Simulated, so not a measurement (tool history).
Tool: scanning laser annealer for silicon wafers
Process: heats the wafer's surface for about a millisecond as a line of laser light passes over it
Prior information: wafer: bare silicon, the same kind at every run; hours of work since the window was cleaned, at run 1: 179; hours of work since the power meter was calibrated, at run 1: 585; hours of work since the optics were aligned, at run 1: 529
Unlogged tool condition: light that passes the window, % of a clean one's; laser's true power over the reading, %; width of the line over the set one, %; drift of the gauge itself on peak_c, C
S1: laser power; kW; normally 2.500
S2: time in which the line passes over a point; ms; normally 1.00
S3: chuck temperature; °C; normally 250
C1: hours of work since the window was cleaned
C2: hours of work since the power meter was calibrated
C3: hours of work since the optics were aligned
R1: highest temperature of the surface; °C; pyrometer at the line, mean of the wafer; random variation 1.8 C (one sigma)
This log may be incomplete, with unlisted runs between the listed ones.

Run 1, hour 0.0: usual settings; C1 179; C2 585; C3 529. Result: R1 999 °C.
Run 2, hour 18.8: usual settings; C1 193; C2 600; C3 543. Result: R1 1003 °C.
Run 3, hour 40.4: usual settings; C1 210; C2 616; C3 560. Result: R1 1002 °C.
Run 4, hour 51.6: usual settings; C1 218; C2 624; C3 568. Result: R1 1004 °C.
Run 5, hour 71.9: usual settings but S1 2.304 kW; C1 233; C2 640; C3 583. Result: R1 943 °C.
Run 6, hour 88.4: usual settings but S1 2.304 kW; C1 246; C2 652; C3 596. Result: R1 940 °C.
Run 7, hour 110.1: usual settings but S1 2.304 kW; C1 262; C2 669; C3 612. Result: R1 939 °C.
Run 8, hour 119.6: usual settings but S1 2.304 kW; C1 269; C2 676; C3 619. Result: R1 939 °C.
Run 9, hour 130.5: usual settings but S2 0.86 ms; C1 278; C2 684; C3 628. Result: R1 942 °C.
Run 10, hour 141.0: usual settings but S1 2.605 kW, S2 0.86 ms, S3 227 °C; C1 286; C2 692; C3 636. Result: R1 953 °C.
Run 11, hour 151.0: usual settings but S1 2.599 kW, S2 0.77 ms, S3 261 °C; C1 293; C2 699; C3 643. Result: R1 946 °C.
Run 12, hour 170.5: usual settings but S1 2.287 kW, S2 0.77 ms, S3 267 °C; C1 308; C2 714; C3 658. Result: R1 868 °C.
Run 13, hour 193.6: usual settings but S3 243 °C; C1 325; C2 732; C3 675. Result: R1 990 °C.
Run 14, hour 216.0: usual settings but S2 0.72 ms, S3 267 °C; C1 342; C2 749; C3 692. Result: R1 902 °C.
Run 15, hour 237.3: usual settings but S2 0.72 ms, S3 267 °C; C1 358; C2 765; C3 708. Result: R1 902 °C.
Run 16, hour 248.9: usual settings but S2 0.72 ms, S3 267 °C; C1 367; C2 773; C3 717. Result: R1 902 °C.
Run 17, hour 266.7: usual settings but S2 0.72 ms, S3 267 °C; C1 380; C2 787; C3 730. Result: R1 901 °C.
Run 18, hour 278.0: usual settings but S2 0.72 ms, S3 267 °C; C1 389; C2 795; C3 739. Result: R1 904 °C.

What if the next run were any one of these 3? Each begins from the tool's condition after run 18:
Run A, hour 297.0: usual settings but S1 2.188 kW, S2 1.06 ms, S3 216 °C; C1 403; C2 810; C3 753. Result: R1 ?.
Run B, hour 297.0: usual settings but S2 0.72 ms, S3 224 °C; C1 403; C2 810; C3 753. Result: R1 ?.
Run C, hour 297.0: usual settings but S1 2.325 kW, S2 0.99 ms, S3 270 °C; C1 403; C2 810; C3 753. Result: R1 ?.

run   R1
  A  887
  B  859
  C  956
What these runs would have given with no unlogged condition in the tool:
run   R1
  A  902
  B  873
  C  971

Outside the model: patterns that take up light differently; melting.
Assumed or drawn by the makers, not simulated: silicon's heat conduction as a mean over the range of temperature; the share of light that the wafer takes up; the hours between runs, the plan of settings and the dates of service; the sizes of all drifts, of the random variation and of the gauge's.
